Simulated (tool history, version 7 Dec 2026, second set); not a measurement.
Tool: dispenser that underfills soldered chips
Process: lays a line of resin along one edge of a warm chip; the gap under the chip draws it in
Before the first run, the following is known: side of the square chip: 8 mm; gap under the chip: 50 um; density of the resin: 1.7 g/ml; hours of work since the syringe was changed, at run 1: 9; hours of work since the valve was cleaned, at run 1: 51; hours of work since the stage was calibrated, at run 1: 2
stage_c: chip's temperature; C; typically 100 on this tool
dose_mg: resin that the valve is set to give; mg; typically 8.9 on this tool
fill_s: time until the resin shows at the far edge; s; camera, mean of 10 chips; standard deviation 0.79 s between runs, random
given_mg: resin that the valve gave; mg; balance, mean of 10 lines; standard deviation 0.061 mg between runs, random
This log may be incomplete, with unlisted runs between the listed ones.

| run | day | stage_c | dose_mg | hours of work since the syringe was changed | hours of work since the valve was cleaned | hours of work since the stage was calibrated | fill_s | given_mg |
|---|---|---|---|---|---|---|---|---|
| 1 | 0 | 100 | 8.9 | 9 | 51 | 2 | 120.5 | 8.57 |
|  | 0.054 | new syringe of resin |
| 2 | 0.146 | 100 | 8.9 | 1 | 53 | 4 | 78.5 | 8.61 |
| 3 | 0.242 | 100 | 8.9 | 3 | 54 | 6 | 86.6 | 8.64 |
| 4 | 0.342 | 100 | 8.9 | 4 | 55 | 7 | 92.7 | 8.5 |
| 5 | 0.483 | 106 | 8.9 | 6 | 58 | 9 | 81.9 | 8.48 |
| 6 | 0.654 | 106 | 8.9 | 9 | 60 | 12 | 96 | 8.49 |
|  | 0.683 | new syringe of resin |
| 7 | 0.817 | 106 | 8.9 | 2 | 62 | 14 | 64.9 | 8.57 |
| 8 | 0.921 | 106 | 8.9 | 4 | 64 | 16 | 70.4 | 8.55 |
| 9 | 1.117 | 106 | 8.9 | 6 | 67 | 18 | 83.5 | 8.51 |
| 10 | 1.242 | 106 | 8.9 | 8 | 69 | 20 | 91.9 | 8.49 |
|  | 1.308 | new syringe of resin |
| 11 | 1.408 | 106 | 8.9 | 1 | 71 | 23 | 63.2 | 8.5 |
| 12 | 1.596 | 106 | 8.9 | 4 | 74 | 25 | 73.3 | 8.39 |
| 13 | 1.762 | 100 | 8.9 | 7 | 76 | 28 | 108 | 8.37 |
| 14 | 1.883 | 100 | 8.9 | 9 | 78 | 30 | 118.2 | 8.41 |
|  | 1.933 | new syringe of resin |
| 15 | 2.062 | 100 | 11.05 | 2 | 81 | 32 | 81.9 | 10.46 |
| 16 | 2.254 | 92 | 10.09 | 5 | 83 | 35 | 134.9 | 9.34 |
| 17 | 2.433 | 92 | 10.09 | 7 | 86 | 38 | 154.1 | 9.5 |
|  | 2.571 | new syringe of resin |
| 18 | 2.571 | 109 | 10.09 | 0 | 88 | 40 | 50.9 | 9.54 |
| 19 | 2.733 | 101 | 8.02 | 2 | 90 | 42 | 81.9 | 7.49 |
| 20 | 2.821 | 89 | 11.56 | 4 | 92 | 43 | 141.3 | 10.78 |
| 21 | 2.958 | 98 | 9.99 | 6 | 94 | 45 | 108.7 | 9.28 |
| 22 | 3.104 | 88 | 9.37 | 8 | 96 | 48 | 188.4 | 8.72 |
|  | 3.204 | new syringe of resin |
| 23 | 3.212 | 88 | 9.37 | 0 | 97 | 49 | 120.4 | 8.73 |
| 24 | 3.354 | 100 | 10.67 | 2 | 99 | 51 | 80 | 9.92 |
| 25 | 3.471 | 100 | 9.36 | 4 | 101 | 53 | 90.1 | 8.66 |
|  | 3.671 | dispensing valve cleaned and set on the balance |
| 26 | 3.692 | 100 | 9.36 | 7 | 0 | 55 | 105.3 | 9.43 |
| 27 | 3.825 | 89 | 9 | 9 | 2 | 57 | 187.3 | 8.94 |

Measured minus without-hidden-state, run by run (identical run-to-run variation in each term; gauge scatter may differ):
Unlogged tool condition in this case: resin's viscosity, % of fresh resin's; dose that the valve gives, % of what is set; true chip temperature over the reading, C; drift of the gauge itself on fill_s, %; drift of the gauge itself on given_mg, %.
| run | fill_s | given_mg |
|---|---|---|
| 1 | +47.2 | -0.31 |
| 2 | +5.4 | -0.32 |
| 3 | +12.1 | -0.32 |
| 4 | +19.4 | -0.34 |
| 5 | +24.8 | -0.35 |
| 6 | +38.1 | -0.36 |
| 7 | +7.1 | -0.38 |
| 8 | +13 | -0.38 |
| 9 | +25.8 | -0.4 |
| 10 | +34.9 | -0.41 |
| 11 | +5.5 | -0.43 |
| 12 | +16.3 | -0.45 |
| 13 | +35 | -0.46 |
| 14 | +46.3 | -0.48 |
| 15 | +8.6 | -0.61 |
| 16 | +32.8 | -0.57 |
| 17 | +53.4 | -0.59 |
| 18 | -0.5 | -0.6 |
| 19 | +10.5 | -0.49 |
| 20 | +25.4 | -0.71 |
| 21 | +29.7 | -0.63 |
| 22 | +67.5 | -0.61 |
| 23 | -1.2 | -0.62 |
| 24 | +8.2 | -0.72 |
| 25 | +17.4 | -0.64 |
| 26 | +31.6 | +0 |
| 27 | +69.7 | -0.01 |
